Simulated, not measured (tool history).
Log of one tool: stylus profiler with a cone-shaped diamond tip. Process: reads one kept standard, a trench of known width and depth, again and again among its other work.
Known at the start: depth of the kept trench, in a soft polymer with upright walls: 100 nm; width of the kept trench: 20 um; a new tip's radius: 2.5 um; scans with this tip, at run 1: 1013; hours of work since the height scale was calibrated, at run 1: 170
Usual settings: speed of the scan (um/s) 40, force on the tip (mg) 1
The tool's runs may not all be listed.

run	hour	speed of the scan (um/s)	force on the tip (mg)	scans with this tip	hours of work since the height scale was calibrated	depth of the trench (nm)	width of the trench's floor (µm)
1	0	40	1	1013	170	101.05	18.31
2	16.8	55	1	1056	177	100.98	18.14
3	33.3	55	1	1099	184	101.07	18.18
4	46.8	55	2.3	1134	190	101.77	18.34
5	58.3	55	2.3	1164	195	101.6	18.34
6	76.2	55	2.3	1210	203	101.62	18.28
7	91.3	40	1	1249	209	100.82	18.3
8	101.1	40	1	1274	214	101.01	18.26
# hour 102.5: height scale calibrated on a step standard
9	112.1	40	1	1301	4	100.93	18.3
10	124.6	40	1	1334	10	101.01	18.31
11	139.7	111	1.76	1373	16	101.32	18.02
# hour 153.6: height scale calibrated on a step standard, once more
12	155.8	146	1.06	1413	1	100.9	17.65
13	169.6	146	1.06	1449	7	100.98	17.63
14	183.1	146	1.06	1484	13	100.84	17.68
15	198.3	16	1.44	1523	19	101.24	18.45
16	217	31	2.97	1572	28	101.59	18.43
17	225.7	35	1	1594	31	100.96	18.33
18	239.8	28	1	1631	37	101.06	18.29

4 ways to go on from here, each from the tool as it stands after run 18. What would each give?
A	254.4	10	1.89	1669	44	?	?
B	254.4	99	0.48	1669	44	?	?
C	254.4	40	1.02	1669	44	?	?
D	254.4	58	0.37	1669	44	?	?

run	depth of the trench (nm)	width of the trench's floor (µm)
A	101.4	18.5
B	100.47	17.63
C	100.92	18.22
D	100.52	17.95
Without the tool's hidden state the same runs would have given:
run	depth of the trench (nm)	width of the trench's floor (µm)
A	101.39	18.57
B	100.47	17.7
C	100.92	18.29
D	100.51	18.02
